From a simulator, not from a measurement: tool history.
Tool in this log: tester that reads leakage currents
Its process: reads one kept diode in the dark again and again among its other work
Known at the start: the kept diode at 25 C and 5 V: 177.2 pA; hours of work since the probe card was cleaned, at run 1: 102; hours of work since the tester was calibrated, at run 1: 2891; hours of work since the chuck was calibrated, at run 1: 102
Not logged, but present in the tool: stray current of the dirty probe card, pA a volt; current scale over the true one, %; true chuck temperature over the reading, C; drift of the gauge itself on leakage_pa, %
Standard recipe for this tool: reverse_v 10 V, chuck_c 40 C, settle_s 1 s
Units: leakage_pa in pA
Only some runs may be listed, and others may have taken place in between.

run      day  reverse_v  chuck_c  settle_s  hours of work since the probe card was cleaned  hours of work since the tester was calibrated  hours of work since the chuck was calibrated  leakage_pa
  1        0         10       40         1                                             102                                           2891                                           102      974.64
  2    4.688         10       40         1                                             158                                           2947                                           158      976.01
  3   11.029         10       40      0.54                                             233                                           3022                                           233      979.58
  4   18.512         10       40      0.54                                             322                                           3111                                           322      977.02
  5     24.8         10       40      0.54                                             397                                           3185                                           397      978.55
  6   31.975         10       29         1                                             482                                           3271                                           482      378.79
  7    40.55         10       40         1                                             584                                           3372                                           584      973.14
  8   44.196         10       26         1                                             627                                           3416                                           627      290.03
  9   48.442         10       26         1                                             677                                           3466                                           677      289.65
 10   54.008         10       40         1                                             743                                           3532                                           743      978.24
 11    58.05         10       40         1                                             791                                           3580                                           791      972.48
 12   66.542         10       40         1                                             892                                           3681                                           892       975.5
 13   71.196         10       40         1                                             947                                           3736                                           947       978.7
 14   77.867         10       40         1                                            1027                                           3815                                          1027      976.36
 15   81.717         10       26         1                                            1072                                           3861                                          1072      288.29
 16   89.029         10       26         1                                            1159                                           3948                                          1159      289.33
 17    97.55         10       26         1                                            1260                                           4049                                          1260      290.71
 18  104.942         10       40         1                                            1348                                           4137                                          1348      972.06
 19  113.442        3.4       40         1                                            1449                                           4238                                          1449      529.85
 20  121.671          2       40         1                                            1547                                           4336                                          1547      393.18
 21  129.258          2       40         1                                            1637                                           4426                                          1637      395.34
 22  133.662        3.3       51      2.13                                            1689                                           4478                                          1689      1265.2
 23  140.029       18.7       51      2.13                                            1765                                           4554                                          1765     3344.27
 24    145.6         10       54      6.35                                            1831                                           4620                                          1831     2982.53
     146.679  -- tester calibrated
     147.592  -- chuck's temperature calibrated
 25  154.262       13.9       22      6.35                                            1932                                             89                                            79      239.72
 26    160.5        2.6       45      0.59                                            2006                                            163                                           153      689.94
 27  165.467       12.2       40      0.41                                            2065                                            222                                           212     1097.71
 28  173.679         10       40       2.3                                            2162                                            320                                           310      975.35
 29  177.542        4.6       59      0.62                                            2208                                            365                                           356     2814.57
 30  184.508        6.3       40      1.41                                            2291                                            448                                           438      749.39
 31  190.533        6.3       40      1.41                                            2362                                            520                                           510      755.48
 32  196.021         10       23      8.58                                            2428                                            585                                           575      217.43
 33  200.871        1.3       44      1.41                                            2485                                            642                                           633      430.48
 34    207.1        1.3       44      1.41                                            2559                                            716                                           707      430.81
 35  210.879        2.1       46      2.31                                            2604                                            761                                           751      661.54
 36  219.142        2.8       21       7.2                                            2702                                            859                                           850       88.33
 37  223.646       18.6       40         1                                            2756                                            913                                           903     1374.96
 38  229.329        5.8       40      5.61                                            2823                                            980                                           971      718.08
 39  238.362        6.7       33      1.46                                            2930                                           1088                                          1078      428.51

5 ways to go on from here, each from the tool as it stands after run 39. What would each give?
  A  247.271        6.7       40      1.46                                            3036                                           1193                                          1184           ?
  B  247.271         10       29      4.09                                            3036                                           1193                                          1184           ?
  C  247.271         10       40      3.68                                            3036                                           1193                                          1184           ?
  D  247.271         10       40      5.34                                            3036                                           1193                                          1184           ?
  E  247.271        5.4       22      1.82                                            3036                                           1193                                          1184           ?

run  leakage_pa
  A       780.1
  B      376.14
  C      975.37
  D      975.14
  E      140.89
The same runs, with their run-to-run variation unchanged, on a tool lacking any hidden condition would have given:
run  leakage_pa
  A      779.61
  B      375.81
  C      974.74
  D       974.5
  E      140.74
